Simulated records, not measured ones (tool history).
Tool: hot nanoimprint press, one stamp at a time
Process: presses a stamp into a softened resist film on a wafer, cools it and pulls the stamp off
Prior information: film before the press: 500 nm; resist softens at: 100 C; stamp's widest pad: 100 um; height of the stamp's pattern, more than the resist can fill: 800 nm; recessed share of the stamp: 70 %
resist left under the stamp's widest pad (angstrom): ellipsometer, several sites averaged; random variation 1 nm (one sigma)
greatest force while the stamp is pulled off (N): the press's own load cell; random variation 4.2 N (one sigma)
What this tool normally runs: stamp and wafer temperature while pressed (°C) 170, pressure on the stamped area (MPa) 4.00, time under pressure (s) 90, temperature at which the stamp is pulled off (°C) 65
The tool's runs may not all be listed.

run   hour  stamp and wafer temperature while pressed (°C)  pressure on the stamped area (MPa)  time under pressure (s)  temperature at which the stamp is pulled off (°C)  resist left under the stamp's widest pad (angstrom)  greatest force while the stamp is pulled off (N)
  1    0.0                                             170                                4.00                       90                                                 65                                                 2808                                               195
  2   23.6                                             170                                4.00                       90                                                 65                                                 2794                                               202
  3   44.0                                             170                                4.00                       90                                                 65                                                 2797                                               208
  4   57.9                                             170                                4.00                       90                                                 65                                                 2810                                               207
  5   83.3                                             170                                4.00                       90                                                 65                                                 2830                                               206
  6  112.5                                             170                                4.00                       90                                                 65                                                 2804                                               204
  7  133.6                                             170                                4.00                       90                                                 65                                                 2807                                               202
  8  162.1                                             170                                4.00                       90                                                 65                                                 2811                                               208
  9  175.7                                             170                                4.00                       90                                                 65                                                 2801                                               204
 10  202.8                                             170                                5.49                       46                                                 58                                                 2927                                               210
 11  230.3                                             170                                5.49                       46                                                 58                                                 2927                                               211
 12  244.1                                             176                                2.58                       46                                                 52                                                 3393                                               219
 13  261.3                                             161                                2.58                       46                                                 54                                                 4519                                               214
 14  276.7                                             163                                5.64                      137                                                 69                                                 2738                                               203
 15  292.3                                             176                                4.00                       48                                                 55                                                 2741                                               218
 16  311.9                                             170                                2.58                      166                                                 65                                                 2906                                               204
 17  332.2                                             170                                2.93                      166                                                 60                                                 2712                                               212
 18  349.5                                             170                                2.93                      166                                                 60                                                 2737                                               210

Missing from the log above: 2 entries noted between runs. For each, name the pair of listed runs it sits between and say how the tool's hidden condition differs from the listed run just before to the listed run just after:
Logged between run 6 and run 7: plate thermocouple calibrated (hour 131.5)
  true temperature over the reading, C: 0.06 -> 0.01; grip of the stamp's worn release coat, % over a new coat's: 0.8 -> 1
Logged between run 9 and run 10: stamp cleaned and given a new release coat (hour 194.8)
  grip of the stamp's worn release coat, % over a new coat's: 1.2 -> 0.1
